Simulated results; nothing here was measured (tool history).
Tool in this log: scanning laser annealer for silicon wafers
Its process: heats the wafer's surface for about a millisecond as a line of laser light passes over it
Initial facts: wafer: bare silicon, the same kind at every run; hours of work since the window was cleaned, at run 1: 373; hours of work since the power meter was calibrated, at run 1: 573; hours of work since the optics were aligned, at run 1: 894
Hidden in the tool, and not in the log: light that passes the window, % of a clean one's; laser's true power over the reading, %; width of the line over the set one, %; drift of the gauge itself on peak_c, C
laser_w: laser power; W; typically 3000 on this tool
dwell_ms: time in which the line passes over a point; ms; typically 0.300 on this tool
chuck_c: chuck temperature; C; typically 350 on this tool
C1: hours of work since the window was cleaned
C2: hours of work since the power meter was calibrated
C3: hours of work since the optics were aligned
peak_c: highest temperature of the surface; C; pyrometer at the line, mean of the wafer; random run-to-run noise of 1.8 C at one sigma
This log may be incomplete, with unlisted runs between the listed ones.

{"run": 1, "day": 0.0, "laser_w": 3000, "dwell_ms": 0.3, "chuck_c": 350, "C1": 373, "C2": 573, "C3": 894, "peak_c": 1023}
{"day": 0.454, "done": "window over the wafer cleaned"}
{"run": 2, "day": 1.117, "laser_w": 3000, "dwell_ms": 0.3, "chuck_c": 350, "C1": 7, "C2": 584, "C3": 905, "peak_c": 1067}
{"run": 3, "day": 2.775, "laser_w": 3000, "dwell_ms": 0.296, "chuck_c": 350, "C1": 24, "C2": 601, "C3": 922, "peak_c": 1057}
{"run": 4, "day": 3.9, "laser_w": 3000, "dwell_ms": 0.3, "chuck_c": 350, "C1": 36, "C2": 613, "C3": 934, "peak_c": 1060}
{"run": 5, "day": 5.533, "laser_w": 3000, "dwell_ms": 0.3, "chuck_c": 350, "C1": 53, "C2": 630, "C3": 951, "peak_c": 1062}
{"run": 6, "day": 7.4, "laser_w": 3000, "dwell_ms": 0.3, "chuck_c": 350, "C1": 73, "C2": 650, "C3": 970, "peak_c": 1060}
{"run": 7, "day": 8.308, "laser_w": 3000, "dwell_ms": 0.3, "chuck_c": 350, "C1": 82, "C2": 659, "C3": 980, "peak_c": 1056}
{"run": 8, "day": 9.667, "laser_w": 3000, "dwell_ms": 0.3, "chuck_c": 350, "C1": 96, "C2": 673, "C3": 994, "peak_c": 1057}
{"run": 9, "day": 10.575, "laser_w": 3000, "dwell_ms": 0.3, "chuck_c": 350, "C1": 106, "C2": 683, "C3": 1004, "peak_c": 1054}
{"run": 10, "day": 11.533, "laser_w": 3000, "dwell_ms": 0.3, "chuck_c": 350, "C1": 116, "C2": 693, "C3": 1014, "peak_c": 1055}
{"run": 11, "day": 13.229, "laser_w": 3000, "dwell_ms": 0.3, "chuck_c": 350, "C1": 133, "C2": 710, "C3": 1031, "peak_c": 1049}
{"run": 12, "day": 14.333, "laser_w": 3000, "dwell_ms": 0.3, "chuck_c": 350, "C1": 145, "C2": 722, "C3": 1043, "peak_c": 1049}
{"run": 13, "day": 15.325, "laser_w": 3000, "dwell_ms": 0.3, "chuck_c": 341, "C1": 155, "C2": 732, "C3": 1053, "peak_c": 1039}
{"run": 14, "day": 16.829, "laser_w": 3000, "dwell_ms": 0.3, "chuck_c": 341, "C1": 171, "C2": 748, "C3": 1069, "peak_c": 1034}
{"day": 17.142, "done": "optics aligned, line set to its width"}
{"run": 15, "day": 18.517, "laser_w": 3161, "dwell_ms": 0.212, "chuck_c": 327, "C1": 186, "C2": 763, "C3": 14, "peak_c": 925}
{"run": 16, "day": 20.488, "laser_w": 3161, "dwell_ms": 0.212, "chuck_c": 327, "C1": 207, "C2": 784, "C3": 35, "peak_c": 923}
{"run": 17, "day": 21.725, "laser_w": 3161, "dwell_ms": 0.212, "chuck_c": 327, "C1": 220, "C2": 797, "C3": 48, "peak_c": 923}
{"run": 18, "day": 22.746, "laser_w": 2750, "dwell_ms": 0.228, "chuck_c": 332, "C1": 231, "C2": 808, "C3": 59, "peak_c": 853}
{"run": 19, "day": 23.675, "laser_w": 2750, "dwell_ms": 0.228, "chuck_c": 332, "C1": 240, "C2": 817, "C3": 68, "peak_c": 851}
{"run": 20, "day": 24.712, "laser_w": 2980, "dwell_ms": 0.228, "chuck_c": 332, "C1": 251, "C2": 828, "C3": 79, "peak_c": 904}
{"day": 25.192, "done": "optics aligned, line set to its width, once more"}
{"run": 21, "day": 26.838, "laser_w": 2980, "dwell_ms": 0.228, "chuck_c": 332, "C1": 271, "C2": 848, "C3": 17, "peak_c": 913}
{"run": 22, "day": 28.325, "laser_w": 2837, "dwell_ms": 0.256, "chuck_c": 328, "C1": 287, "C2": 864, "C3": 33, "peak_c": 909}
{"run": 23, "day": 30.233, "laser_w": 3172, "dwell_ms": 0.272, "chuck_c": 380, "C1": 307, "C2": 884, "C3": 53, "peak_c": 1074}
{"run": 24, "day": 31.475, "laser_w": 2611, "dwell_ms": 0.251, "chuck_c": 340, "C1": 320, "C2": 897, "C3": 66, "peak_c": 859}
{"run": 25, "day": 33.279, "laser_w": 2611, "dwell_ms": 0.251, "chuck_c": 340, "C1": 338, "C2": 915, "C3": 84, "peak_c": 856}

Predict each of these 3 candidate next runs independently; none follows another, all start after run 25:
{"run": "A", "day": 35.275, "laser_w": 3106, "dwell_ms": 0.229, "chuck_c": 318, "C1": 359, "C2": 936, "C3": 105, "peak_c": "?"}
{"run": "B", "day": 35.275, "laser_w": 2819, "dwell_ms": 0.365, "chuck_c": 337, "C1": 359, "C2": 936, "C3": 105, "peak_c": "?"}
{"run": "C", "day": 35.275, "laser_w": 3004, "dwell_ms": 0.282, "chuck_c": 350, "C1": 359, "C2": 936, "C3": 105, "peak_c": "?"}

run=A peak_c=924
run=B peak_c=1042
run=C peak_c=1006
With the hidden condition removed and each run's random variation left untouched, the same runs would have given:
run=A peak_c=969
run=B peak_c=1095
run=C peak_c=1056
